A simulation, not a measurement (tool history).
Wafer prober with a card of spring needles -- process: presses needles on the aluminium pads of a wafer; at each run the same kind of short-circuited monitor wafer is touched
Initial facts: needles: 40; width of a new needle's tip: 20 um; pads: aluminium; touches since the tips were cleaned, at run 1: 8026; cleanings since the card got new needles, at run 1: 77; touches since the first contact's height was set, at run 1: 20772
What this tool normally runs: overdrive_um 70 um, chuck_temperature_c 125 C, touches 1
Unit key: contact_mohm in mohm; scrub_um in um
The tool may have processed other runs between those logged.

run	hour	overdrive_um	chuck_temperature_c	touches	touches since the tips were cleaned	cleanings since the card got new needles	touches since the first contact's height was set	contact_mohm	scrub_um
1	0.0	70	125	1	8026	77	20772	172	10.868
# hour 3.6: tips cleaned on abrasive film
# hour 38.3: tips cleaned on abrasive film
2	55.2	70	125	1	4646	79	35954	168	10.879
# hour 70.8: tips cleaned on abrasive film
3	97.0	70	125	1	7247	80	47483	172	10.873
# hour 108.3: tips cleaned on abrasive film
4	135.4	70	125	1	7493	81	58067	170	10.870
# hour 141.6: tips cleaned on abrasive film
# hour 177.9: tips cleaned on abrasive film
# hour 183.0: height of the first contact set anew
5	186.5	70	125	1	2292	83	965	172	10.870
# hour 211.9: tips cleaned on abrasive film
# hour 249.2: tips cleaned on abrasive film
6	250.0	70	125	1	237	85	18459	170	10.866
# hour 282.9: tips cleaned on abrasive film
7	288.3	72	125	1	1495	86	29008	170	11.186
# hour 313.9: tips cleaned on abrasive film
8	333.7	68	39	2	5467	87	41514	158	10.552
# hour 345.0: tips cleaned on abrasive film
# hour 376.3: tips cleaned on abrasive film
9	393.4	65	54	3	4713	89	57942	157	10.094
# hour 409.2: tips cleaned on abrasive film
10	436.0	52	53	3	7404	90	69695	165	8.062
# hour 442.0: tips cleaned on abrasive film
# hour 442.3: height of the first contact set anew
# hour 479.6: tips cleaned on abrasive film
11	501.3	71	125	2	5986	92	16271	171	11.014
# hour 515.6: tips cleaned on abrasive film
# hour 550.4: tips cleaned on abrasive film
12	574.0	70	125	1	6508	94	36299	174	10.863

Forecast each of these 3 alternatives for the next run:
# hour 587.6: tips cleaned on abrasive film
# hour 619.6: tips cleaned on abrasive film
A	631.7	73	26	2	3334	96	52177	?	?
# hour 587.6: tips cleaned on abrasive film
# hour 619.6: tips cleaned on abrasive film
B	631.7	69	75	2	3334	96	52177	?	?
# hour 587.6: tips cleaned on abrasive film
# hour 619.6: tips cleaned on abrasive film
C	631.7	70	87	1	3334	96	52177	?	?

run	contact_mohm	scrub_um
A	152	11.325
B	160	10.706
C	163	10.871
Without the tool's hidden state the same runs would have given:
run	contact_mohm	scrub_um
A	152	11.326
B	160	10.706
C	163	10.871
